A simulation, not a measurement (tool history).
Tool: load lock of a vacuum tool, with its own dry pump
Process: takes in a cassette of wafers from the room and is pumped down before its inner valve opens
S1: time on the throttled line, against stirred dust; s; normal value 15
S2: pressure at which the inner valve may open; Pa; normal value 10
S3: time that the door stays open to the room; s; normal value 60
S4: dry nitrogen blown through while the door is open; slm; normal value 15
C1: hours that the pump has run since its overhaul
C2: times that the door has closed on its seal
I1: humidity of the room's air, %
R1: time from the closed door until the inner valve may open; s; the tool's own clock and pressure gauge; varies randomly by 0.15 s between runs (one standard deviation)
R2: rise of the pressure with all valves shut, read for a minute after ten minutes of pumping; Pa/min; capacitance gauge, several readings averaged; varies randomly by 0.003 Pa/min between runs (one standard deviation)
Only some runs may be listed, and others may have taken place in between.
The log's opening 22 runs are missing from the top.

| run | hour | S1 | S2 | S3 | S4 | C1 | C2 | I1 | R1 | R2 |
|---|---|---|---|---|---|---|---|---|---|---|
| 23 | 8712 | 21 | 12 | 60 | 21 | 14567 | 15328 | 38.4 | 35.7 | 0.107 |
| 24 | 9224.4 | 21 | 11 | 93 | 19 | 15080 | 15964 | 43.3 | 36 | 0.139 |
|  | 9452.9 | dry pump taken out, an overhauled one fitted |
| 25 | 9629.8 | 26 | 10 | 60 | 18 | 177 | 16460 | 45.9 | 38.3 | 0.129 |
| 26 | 9971.3 | 26 | 11 | 47 | 18 | 518 | 16884 | 40 | 38.3 | 0.123 |
| 27 | 10348.9 | 26 | 11 | 47 | 18 | 896 | 17352 | 44.3 | 38.2 | 0.123 |
| 28 | 10573.2 | 11 | 11 | 201 | 15 | 1120 | 17631 | 45.5 | 25.6 | 0.204 |
| 29 | 11035.6 | 11 | 11 | 201 | 15 | 1583 | 18205 | 42.1 | 25.3 | 0.201 |
| 30 | 11449.6 | 10 | 12 | 113 | 21 | 1997 | 18718 | 42.8 | 24.8 | 0.16 |
| 31 | 11836.9 | 15 | 10 | 60 | 5 | 2384 | 19199 | 45.7 | 29.3 | 0.171 |
| 32 | 12192.1 | 15 | 10 | 60 | 5 | 2739 | 19640 | 44.4 | 29.4 | 0.165 |
| 33 | 12722.8 | 15 | 10 | 60 | 5 | 3270 | 20298 | 44.9 | 29.5 | 0.167 |
| 34 | 13013.4 | 11 | 8 | 60 | 16 | 3561 | 20659 | 47.5 | 26.7 | 0.16 |
| 35 | 13335.8 | 10 | 8 | 39 | 39 | 3883 | 21059 | 46.5 | 25.6 | 0.145 |
| 36 | 13813.9 | 29 | 10 | 39 | 39 | 4361 | 21653 | 45.2 | 41.4 | 0.147 |

Consider 5 possible next runs. They are alternatives, not a sequence: every one starts from the tool as it was left by run 36. What does each give?
| A | 14343.7 | 29 | 11 | 39 | 39 | 4891 | 22310 | 46.5 | ? | ? |
| B | 14343.7 | 8 | 10 | 60 | 12 | 4891 | 22310 | 43.2 | ? | ? |
| C | 14343.7 | 20 | 10 | 39 | 38 | 4891 | 22310 | 43.3 | ? | ? |
| D | 14343.7 | 29 | 13 | 85 | 6 | 4891 | 22310 | 45 | ? | ? |
| E | 14343.7 | 15 | 10 | 50 | 8 | 4891 | 22310 | 43.3 | ? | ? |

| run | R1 | R2 |
|---|---|---|
| A | 40.9 | 0.143 |
| B | 23.7 | 0.173 |
| C | 33.9 | 0.148 |
| D | 40.8 | 0.208 |
| E | 29.7 | 0.173 |
Stripped of hidden state, with their random variation kept, the same runs would have yielded:
| run | R1 | R2 |
|---|---|---|
| A | 40.5 | 0.025 |
| B | 23.2 | 0.051 |
| C | 33.4 | 0.026 |
| D | 40.4 | 0.086 |
| E | 29.2 | 0.051 |

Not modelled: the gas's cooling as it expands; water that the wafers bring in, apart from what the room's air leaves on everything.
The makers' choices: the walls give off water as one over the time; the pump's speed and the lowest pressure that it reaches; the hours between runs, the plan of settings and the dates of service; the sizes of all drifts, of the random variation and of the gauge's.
